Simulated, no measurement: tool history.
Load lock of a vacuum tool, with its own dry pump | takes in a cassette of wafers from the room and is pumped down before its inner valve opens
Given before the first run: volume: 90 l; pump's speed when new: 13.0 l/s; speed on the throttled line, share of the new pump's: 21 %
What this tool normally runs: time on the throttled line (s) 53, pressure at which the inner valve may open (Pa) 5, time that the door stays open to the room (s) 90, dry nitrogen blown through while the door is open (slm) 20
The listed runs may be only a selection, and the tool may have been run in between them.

run    hour  time on the throttled line (s)  pressure at which the inner valve may open (Pa)  time that the door stays open to the room (s)  dry nitrogen blown through while the door is open (slm)  incoming humidity of the room's air, %  time from the closed door until the inner valve may open (s)  rise of the pressure with all valves shut (Pa/min)
  1       0                              53                                                5                                             90                                                       20                                    47.5                                                         110.9                                               0.175
  2   529.3                              53                                                5                                             90                                                       20                                    44.4                                                         111.7                                               0.177
  3   983.2                              53                                                5                                             90                                                       20                                    44.6                                                         112.2                                               0.179
  4  1270.4                              53                                                5                                             90                                                       20                                    42.7                                                         111.9                                               0.191
  5  1625.9                              53                                                5                                             90                                                       39                                    47.3                                                         111.3                                               0.185
  6  1975.4                              53                                                5                                             90                                                       39                                    45.8                                                         112.7                                               0.187
  7  2332.1                              61                                                5                                             90                                                       34                                    45.7                                                         118.1                                               0.198
  8  2899.5                              51                                                6                                             90                                                       20                                    45.7                                                         109.4                                               0.213
  9  3248.9                              45                                                5                                             90                                                        7                                    46.8                                                           106                                               0.233

Expected results for the next run?
 10  3710.9                              45                                                5                                            113                                                        7                                    45.3                                                             ?                                                   ?

Run 10 gave time from the closed door until the inner valve may open (s) 106.3, rise of the pressure with all valves shut (Pa/min) 0.239.
If the tool had no hidden condition, the same run with the same run-to-run variation would have returned time from the closed door until the inner valve may open (s) 105, rise of the pressure with all valves shut (Pa/min) 0.038.

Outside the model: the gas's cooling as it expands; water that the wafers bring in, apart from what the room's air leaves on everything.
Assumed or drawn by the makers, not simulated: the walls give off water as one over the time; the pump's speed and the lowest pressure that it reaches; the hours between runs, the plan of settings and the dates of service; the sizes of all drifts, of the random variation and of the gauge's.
